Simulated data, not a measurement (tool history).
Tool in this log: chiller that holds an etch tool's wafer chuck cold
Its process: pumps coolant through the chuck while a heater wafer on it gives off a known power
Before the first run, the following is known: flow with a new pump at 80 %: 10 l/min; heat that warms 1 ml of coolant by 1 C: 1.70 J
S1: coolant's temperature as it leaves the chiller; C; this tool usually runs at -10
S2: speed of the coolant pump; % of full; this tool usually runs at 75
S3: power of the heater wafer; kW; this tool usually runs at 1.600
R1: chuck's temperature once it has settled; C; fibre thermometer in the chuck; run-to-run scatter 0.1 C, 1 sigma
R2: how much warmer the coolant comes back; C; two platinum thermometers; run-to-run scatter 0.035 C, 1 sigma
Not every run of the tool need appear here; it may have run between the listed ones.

Run 1, hour 0.0: usual settings. Result: R1 6.4 C, R2 6.19 C.
Run 2, hour 51.9: usual settings but S3 2.324 kW. Result: R1 13.7 C, R2 8.84 C.
Run 3, hour 119.4: usual settings. Result: R1 6.0 C, R2 6.10 C.
Run 4, hour 181.4: usual settings. Result: R1 6.4 C, R2 6.05 C.
Run 5, hour 222.1: usual settings. Result: R1 6.4 C, R2 6.08 C.
Run 6, hour 272.7: usual settings. Result: R1 6.1 C, R2 6.05 C.
Run 7, hour 308.6: usual settings. Result: R1 6.4 C, R2 6.06 C.
Run 8, hour 384.4: usual settings. Result: R1 6.4 C, R2 6.00 C.
Run 9, hour 430.4: usual settings. Result: R1 6.4 C, R2 5.99 C.
Run 10, hour 509.2: usual settings. Result: R1 6.4 C, R2 6.01 C.
Run 11, hour 564.2: usual settings. Result: R1 6.5 C, R2 6.03 C.
Run 12, hour 632.1: usual settings. Result: R1 6.2 C, R2 6.05 C.
Run 13, hour 673.8: usual settings but S1 -14 C. Result: R1 2.3 C, R2 6.00 C.
Run 14, hour 741.3: usual settings. Result: R1 6.5 C, R2 5.99 C.
Run 15, hour 800.3: usual settings but S1 -8 C. Result: R1 8.4 C, R2 6.04 C.
Run 16, hour 866.5: usual settings but S1 -8 C. Result: R1 8.4 C, R2 5.97 C.
Run 17, hour 911.5: usual settings but S2 70 % of full, S3 1.426 kW. Result: R1 5.0 C, R2 5.74 C.
Run 18, hour 972.3: usual settings but S2 70 % of full, S3 1.426 kW. Result: R1 5.1 C, R2 5.82 C.

Expected results for the next run?
Run 19, hour 1050.1: usual settings but S1 -2 C, S2 81 % of full, S3 0.828 kW. Result: R1 ?, R2 ?.

R1: 5.9 C
R2: 2.71 C
The same run, on a tool lacking any hidden state, would have yielded R1 5.9 C, R2 2.82 C.
